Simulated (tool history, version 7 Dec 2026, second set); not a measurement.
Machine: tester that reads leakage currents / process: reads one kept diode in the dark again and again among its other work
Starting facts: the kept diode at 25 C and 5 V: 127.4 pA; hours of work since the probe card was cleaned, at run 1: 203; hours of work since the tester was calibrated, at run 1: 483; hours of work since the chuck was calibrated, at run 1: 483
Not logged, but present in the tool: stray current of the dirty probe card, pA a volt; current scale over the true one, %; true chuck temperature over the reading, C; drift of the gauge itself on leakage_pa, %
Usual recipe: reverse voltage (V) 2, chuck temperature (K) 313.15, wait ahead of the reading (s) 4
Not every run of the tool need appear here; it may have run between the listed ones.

run,day,reverse voltage (V),chuck temperature (K),wait ahead of the reading (s),hours of work since the probe card was cleaned,hours of work since the tester was calibrated,hours of work since the chuck was calibrated,current that the tester gives (pA)
1,0,2,313.15,4,203,483,483,225.12
2,10.138,2,313.15,4,362,642,642,223.77
3,15.725,2,313.15,4,449,729,729,221.3
4,20.033,2,313.15,4,517,797,797,221.27
5,27.225,2,313.15,4,630,909,909,221.13
6,32.433,2,313.15,3.86,711,991,991,219.96
7,41.167,2,313.15,4,848,1128,1128,219.08
8,51.854,2,313.15,4,1015,1295,1295,216.73
9,61.258,2,313.15,4,1162,1442,1442,215.66
10,70.908,2,313.15,4,1313,1593,1593,213.4
11,79.342,2,313.15,4,1446,1725,1725,213.44
12,85.638,2,298.15,4,1544,1824,1824,69.59
# day 86.317: probe card cleaned and baked
13,93.767,2,298.15,4,117,1949,1949,71.67
14,101.188,2,313.15,0.43,233,2065,2065,212.83
# day 106.1: chuck's temperature calibrated
15,109.788,2,313.15,0.43,366,2199,58,232.82
16,118.1,2,313.15,0.43,496,2329,188,232.07
17,122.538,2,313.15,4,566,2398,257,228.84
18,129.658,2,328.15,4,677,2510,369,631.02
19,138.729,2,328.15,4,819,2652,511,622.7
20,146.596,2,328.15,4,943,2775,634,624.31
# day 148.55: probe card cleaned and baked, once more
21,153.833,4.08,314.15,4,83,2886,745,355.14
22,160.592,2.91,308.15,4,189,2992,851,187.92
23,169.592,2.69,308.15,2.64,329,3133,992,179.43
24,180.017,2.69,308.15,2.64,493,3296,1155,177.96
25,188.854,2.69,308.15,2.64,631,3435,1294,176.26
26,197.817,2.69,308.15,2.64,771,3575,1434,174.53
27,204.621,3.37,308.15,2.64,878,3682,1541,198.48
28,209.004,6.85,317.15,4,947,3750,1609,573.57
29,216.696,6.85,317.15,4,1067,3871,1730,571.32
30,225.908,3.32,313.15,4,1211,4015,1874,280.31
31,234.1,3.22,313.15,0.44,1339,4143,2002,274.9
32,240.983,3.22,313.15,0.44,1447,4251,2110,274.4
# day 242.608: chuck's temperature calibrated
33,245.925,3.22,313.15,0.44,1523,4327,52,309.02
34,252.154,2,297.15,2.25,1621,4425,149,70.45
35,258.808,2,296.15,4,1725,4529,254,65.34
36,264.092,1.3,313.15,4,1808,4611,336,176.55
37,272.879,1.3,313.15,4,1945,4749,474,175.01
38,277.558,1.3,313.15,4,2019,4822,547,173.97
39,284.6,6.98,313.15,8.81,2129,4933,658,470.09

What differs in the tool's unlogged condition from the final listed run ahead of each entry between runs to the first listed run following it?
Logged between run 12 and run 13: probe card cleaned and baked (day 86.317)
  stray current of the dirty probe card, pA a volt: 1.469 -> 2.506; current scale over the true one, %: -0.78 -> -0.84; true chuck temperature over the reading, C: -1.3 -> -1.39
  measured value less the no-hidden-state value, current that the tester gives (pA): -4.95 -> -3.43
Logged between run 14 and run 15: chuck's temperature calibrated (day 106.1)
  stray current of the dirty probe card, pA a volt: 2.609 -> 2.736; current scale over the true one, %: -0.89 -> -0.95; true chuck temperature over the reading, C: -1.47 -> -0.15
  measured value less the no-hidden-state value, current that the tester gives (pA): -20.02 -> +0.64
Logged between run 20 and run 21: probe card cleaned and baked, once more (day 148.55)
  stray current of the dirty probe card, pA a volt: 3.27 -> 0.094; current scale over the true one, %: -1.22 -> -1.27; true chuck temperature over the reading, C: -0.57 -> -0.64
  measured value less the no-hidden-state value, current that the tester gives (pA): -24.81 -> -21.22
Logged between run 32 and run 33: chuck's temperature calibrated (day 242.608)
  stray current of the dirty probe card, pA a volt: 1.344 -> 1.408; current scale over the true one, %: -1.88 -> -1.92; true chuck temperature over the reading, C: -1.6 -> 0.06
  measured value less the no-hidden-state value, current that the tester gives (pA): -34.38 -> -0.16

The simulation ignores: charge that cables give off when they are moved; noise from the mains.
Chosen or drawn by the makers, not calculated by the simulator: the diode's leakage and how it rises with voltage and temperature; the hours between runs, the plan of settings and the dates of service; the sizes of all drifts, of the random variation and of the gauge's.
